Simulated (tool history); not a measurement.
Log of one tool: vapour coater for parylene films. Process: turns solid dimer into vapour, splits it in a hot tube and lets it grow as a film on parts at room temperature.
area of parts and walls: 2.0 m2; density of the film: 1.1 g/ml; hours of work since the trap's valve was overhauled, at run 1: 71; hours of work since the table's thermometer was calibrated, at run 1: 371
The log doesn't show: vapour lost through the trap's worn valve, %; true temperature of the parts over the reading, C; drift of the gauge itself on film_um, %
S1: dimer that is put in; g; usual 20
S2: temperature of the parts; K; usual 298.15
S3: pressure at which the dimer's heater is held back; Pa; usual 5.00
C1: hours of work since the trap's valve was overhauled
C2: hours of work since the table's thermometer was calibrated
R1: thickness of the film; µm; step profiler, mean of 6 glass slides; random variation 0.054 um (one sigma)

{"run": 1, "hour": 0.0, "S1": 20, "S2": 298.15, "S3": 5.0, "C1": 71, "C2": 371, "R1": 6.26}
{"run": 2, "hour": 24.0, "S1": 20, "S2": 298.15, "S3": 5.0, "C1": 83, "C2": 383, "R1": 6.26}
{"run": 3, "hour": 51.1, "S1": 34, "S2": 298.15, "S3": 5.0, "C1": 97, "C2": 397, "R1": 10.48}
{"run": 4, "hour": 65.0, "S1": 34, "S2": 298.15, "S3": 5.0, "C1": 104, "C2": 404, "R1": 10.49}
{"run": 5, "hour": 86.9, "S1": 23, "S2": 298.15, "S3": 5.0, "C1": 115, "C2": 415, "R1": 7.13}
{"run": 6, "hour": 115.8, "S1": 20, "S2": 298.15, "S3": 5.0, "C1": 130, "C2": 430, "R1": 6.24}
{"run": 7, "hour": 132.4, "S1": 20, "S2": 298.15, "S3": 5.0, "C1": 138, "C2": 438, "R1": 6.2}
{"run": 8, "hour": 159.1, "S1": 20, "S2": 298.15, "S3": 5.0, "C1": 152, "C2": 452, "R1": 6.23}
{"run": 9, "hour": 181.9, "S1": 24, "S2": 298.15, "S3": 11.19, "C1": 163, "C2": 463, "R1": 6.16}
{"run": 10, "hour": 198.0, "S1": 14, "S2": 299.15, "S3": 3.13, "C1": 171, "C2": 471, "R1": 4.7}
{"run": 11, "hour": 219.8, "S1": 18, "S2": 295.15, "S3": 7.29, "C1": 183, "C2": 482, "R1": 5.53}
{"run": 12, "hour": 242.0, "S1": 23, "S2": 300.15, "S3": 7.29, "C1": 194, "C2": 494, "R1": 6.26}
{"run": 13, "hour": 270.9, "S1": 23, "S2": 300.15, "S3": 7.29, "C1": 208, "C2": 508, "R1": 6.37}

Forecast each of these 4 alternatives for the next run:
{"run": "A", "hour": 287.3, "S1": 13, "S2": 304.15, "S3": 5.0, "C1": 217, "C2": 517, "R1": "?"}
{"run": "B", "hour": 287.3, "S1": 32, "S2": 291.15, "S3": 5.0, "C1": 217, "C2": 517, "R1": "?"}
{"run": "C", "hour": 287.3, "S1": 24, "S2": 302.15, "S3": 5.0, "C1": 217, "C2": 517, "R1": "?"}
{"run": "D", "hour": 287.3, "S1": 20, "S2": 306.15, "S3": 5.22, "C1": 217, "C2": 517, "R1": "?"}

run=A R1=3.65
run=B R1=11.25
run=C R1=7.05
run=D R1=5.34
Without the tool's hidden state the same runs would have given:
run=A R1=3.65
run=B R1=11.26
run=C R1=7.06
run=D R1=5.35
